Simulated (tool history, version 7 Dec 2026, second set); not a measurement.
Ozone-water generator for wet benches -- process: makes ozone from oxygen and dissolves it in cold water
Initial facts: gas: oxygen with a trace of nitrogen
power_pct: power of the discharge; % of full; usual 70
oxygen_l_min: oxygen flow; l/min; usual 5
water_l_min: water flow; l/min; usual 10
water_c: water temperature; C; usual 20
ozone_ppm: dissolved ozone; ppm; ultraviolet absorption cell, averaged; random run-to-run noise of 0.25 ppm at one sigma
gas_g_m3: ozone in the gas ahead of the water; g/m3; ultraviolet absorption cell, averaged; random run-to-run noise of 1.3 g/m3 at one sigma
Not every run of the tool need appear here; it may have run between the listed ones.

{"run": 1, "hour": 0.0, "power_pct": 70, "oxygen_l_min": 5, "water_l_min": 10, "water_c": 20, "ozone_ppm": 34.9, "gas_g_m3": 237.1}
{"run": 2, "hour": 137.0, "power_pct": 70, "oxygen_l_min": 5, "water_l_min": 10, "water_c": 20, "ozone_ppm": 35.3, "gas_g_m3": 233.8}
{"run": 3, "hour": 291.8, "power_pct": 70, "oxygen_l_min": 5, "water_l_min": 10, "water_c": 20, "ozone_ppm": 35.1, "gas_g_m3": 233.7}
{"run": 4, "hour": 435.4, "power_pct": 70, "oxygen_l_min": 5, "water_l_min": 10, "water_c": 21, "ozone_ppm": 34.5, "gas_g_m3": 233.6}
{"run": 5, "hour": 574.1, "power_pct": 70, "oxygen_l_min": 5, "water_l_min": 10, "water_c": 20, "ozone_ppm": 34.9, "gas_g_m3": 234.1}
{"run": 6, "hour": 712.1, "power_pct": 70, "oxygen_l_min": 5, "water_l_min": 10, "water_c": 20, "ozone_ppm": 34.9, "gas_g_m3": 231.6}
{"run": 7, "hour": 819.0, "power_pct": 70, "oxygen_l_min": 5, "water_l_min": 10, "water_c": 20, "ozone_ppm": 34.8, "gas_g_m3": 231.6}
{"run": 8, "hour": 913.0, "power_pct": 81, "oxygen_l_min": 5, "water_l_min": 10, "water_c": 20, "ozone_ppm": 38.2, "gas_g_m3": 255.2}
{"run": 9, "hour": 1012.5, "power_pct": 81, "oxygen_l_min": 3.41, "water_l_min": 10, "water_c": 20, "ozone_ppm": 39.4, "gas_g_m3": 310.2}
{"run": 10, "hour": 1078.1, "power_pct": 81, "oxygen_l_min": 3.41, "water_l_min": 10, "water_c": 20, "ozone_ppm": 39.8, "gas_g_m3": 307.8}
{"run": 11, "hour": 1235.2, "power_pct": 42, "oxygen_l_min": 5, "water_l_min": 10, "water_c": 20, "ozone_ppm": 25.1, "gas_g_m3": 166.9}
{"run": 12, "hour": 1309.9, "power_pct": 42, "oxygen_l_min": 5, "water_l_min": 10, "water_c": 20, "ozone_ppm": 24.7, "gas_g_m3": 166.9}
{"run": 13, "hour": 1451.0, "power_pct": 42, "oxygen_l_min": 5, "water_l_min": 10, "water_c": 20, "ozone_ppm": 24.7, "gas_g_m3": 166.9}
{"run": 14, "hour": 1533.3, "power_pct": 69, "oxygen_l_min": 5, "water_l_min": 10, "water_c": 20, "ozone_ppm": 33.7, "gas_g_m3": 228.9}
{"run": 15, "hour": 1637.8, "power_pct": 69, "oxygen_l_min": 5, "water_l_min": 10, "water_c": 20, "ozone_ppm": 33.8, "gas_g_m3": 225.8}
{"run": 16, "hour": 1748.5, "power_pct": 69, "oxygen_l_min": 5, "water_l_min": 10, "water_c": 20, "ozone_ppm": 33.7, "gas_g_m3": 225}
{"run": 17, "hour": 1862.9, "power_pct": 69, "oxygen_l_min": 5, "water_l_min": 10, "water_c": 20, "ozone_ppm": 33.3, "gas_g_m3": 226.1}
{"run": 18, "hour": 2015.4, "power_pct": 69, "oxygen_l_min": 5, "water_l_min": 10, "water_c": 20, "ozone_ppm": 33.5, "gas_g_m3": 227.1}
{"run": 19, "hour": 2127.0, "power_pct": 70, "oxygen_l_min": 7.85, "water_l_min": 8, "water_c": 19, "ozone_ppm": 35.5, "gas_g_m3": 183}
{"run": 20, "hour": 2234.0, "power_pct": 69, "oxygen_l_min": 7.6, "water_l_min": 12, "water_c": 15, "ozone_ppm": 31.4, "gas_g_m3": 182.8}
{"run": 21, "hour": 2365.0, "power_pct": 47, "oxygen_l_min": 3.54, "water_l_min": 12, "water_c": 15, "ozone_ppm": 25.7, "gas_g_m3": 211.3}
{"run": 22, "hour": 2438.9, "power_pct": 42, "oxygen_l_min": 7.58, "water_l_min": 8, "water_c": 27, "ozone_ppm": 21, "gas_g_m3": 131.8}
{"run": 23, "hour": 2584.1, "power_pct": 42, "oxygen_l_min": 7.58, "water_l_min": 8, "water_c": 27, "ozone_ppm": 21, "gas_g_m3": 132.8}
{"run": 24, "hour": 2696.0, "power_pct": 71, "oxygen_l_min": 5, "water_l_min": 10, "water_c": 13, "ozone_ppm": 38.1, "gas_g_m3": 226.9}
{"run": 25, "hour": 2835.3, "power_pct": 46, "oxygen_l_min": 3.43, "water_l_min": 10, "water_c": 18, "ozone_ppm": 27.2, "gas_g_m3": 209.2}
{"run": 26, "hour": 2940.4, "power_pct": 70, "oxygen_l_min": 6.24, "water_l_min": 12, "water_c": 20, "ozone_ppm": 29, "gas_g_m3": 200.3}
{"run": 27, "hour": 3097.6, "power_pct": 44, "oxygen_l_min": 4.38, "water_l_min": 10, "water_c": 18, "ozone_ppm": 26.2, "gas_g_m3": 179.9}
{"run": 28, "hour": 3166.7, "power_pct": 44, "oxygen_l_min": 3.2, "water_l_min": 10, "water_c": 14, "ozone_ppm": 28, "gas_g_m3": 210.4}
{"run": 29, "hour": 3284.8, "power_pct": 97, "oxygen_l_min": 5, "water_l_min": 10, "water_c": 13, "ozone_ppm": 45.3, "gas_g_m3": 271.8}
{"run": 30, "hour": 3409.6, "power_pct": 67, "oxygen_l_min": 4.93, "water_l_min": 13, "water_c": 20, "ozone_ppm": 27.1, "gas_g_m3": 218.7}
{"run": 31, "hour": 3554.6, "power_pct": 67, "oxygen_l_min": 4.93, "water_l_min": 13, "water_c": 12, "ozone_ppm": 30.5, "gas_g_m3": 216.7}
{"run": 32, "hour": 3642.2, "power_pct": 67, "oxygen_l_min": 4.93, "water_l_min": 13, "water_c": 12, "ozone_ppm": 30.4, "gas_g_m3": 217.6}
{"run": 33, "hour": 3748.6, "power_pct": 67, "oxygen_l_min": 5.86, "water_l_min": 11, "water_c": 26, "ozone_ppm": 25.6, "gas_g_m3": 199.5}

Same runs, no hidden state in the tool, same run-to-run variation:
The hidden state here: yield of the discharge, % of new electrodes'; contactor's efficiency, % of a clean one's; true water temperature over the reading, C; drift of the gauge itself on ozone_ppm, %; drift of the gauge itself on gas_g_m3, %.
run=1 ozone_ppm=37.1 gas_g_m3=249.8
run=2 ozone_ppm=37.7 gas_g_m3=246.9
run=3 ozone_ppm=37.6 gas_g_m3=247.4
run=4 ozone_ppm=37.1 gas_g_m3=248
run=5 ozone_ppm=37.6 gas_g_m3=249
run=6 ozone_ppm=37.7 gas_g_m3=246.9
run=7 ozone_ppm=37.7 gas_g_m3=247.4
run=8 ozone_ppm=41.8 gas_g_m3=274.9
run=9 ozone_ppm=43.2 gas_g_m3=334.7
run=10 ozone_ppm=43.7 gas_g_m3=332.5
run=11 ozone_ppm=26.8 gas_g_m3=175.2
run=12 ozone_ppm=26.4 gas_g_m3=175.3
run=13 ozone_ppm=26.5 gas_g_m3=175.6
run=14 ozone_ppm=37.1 gas_g_m3=247.4
run=15 ozone_ppm=37.3 gas_g_m3=244.5
run=16 ozone_ppm=37.3 gas_g_m3=244.1
run=17 ozone_ppm=36.9 gas_g_m3=245.7
run=18 ozone_ppm=37.3 gas_g_m3=247.6
run=19 ozone_ppm=39.7 gas_g_m3=200.1
run=20 ozone_ppm=35.3 gas_g_m3=200.1
run=21 ozone_ppm=28.2 gas_g_m3=226.3
run=22 ozone_ppm=22.9 gas_g_m3=140.3
run=23 ozone_ppm=22.9 gas_g_m3=141.6
run=24 ozone_ppm=43.2 gas_g_m3=250.7
run=25 ozone_ppm=30.1 gas_g_m3=225.3
run=26 ozone_ppm=33.2 gas_g_m3=222.2
run=27 ozone_ppm=29 gas_g_m3=193.8
run=28 ozone_ppm=31 gas_g_m3=226.8
run=29 ozone_ppm=53.4 gas_g_m3=310.5
run=30 ozone_ppm=31.2 gas_g_m3=243.7
run=31 ozone_ppm=35.3 gas_g_m3=242.3
run=32 ozone_ppm=35.2 gas_g_m3=243.5
run=33 ozone_ppm=29.7 gas_g_m3=223.7

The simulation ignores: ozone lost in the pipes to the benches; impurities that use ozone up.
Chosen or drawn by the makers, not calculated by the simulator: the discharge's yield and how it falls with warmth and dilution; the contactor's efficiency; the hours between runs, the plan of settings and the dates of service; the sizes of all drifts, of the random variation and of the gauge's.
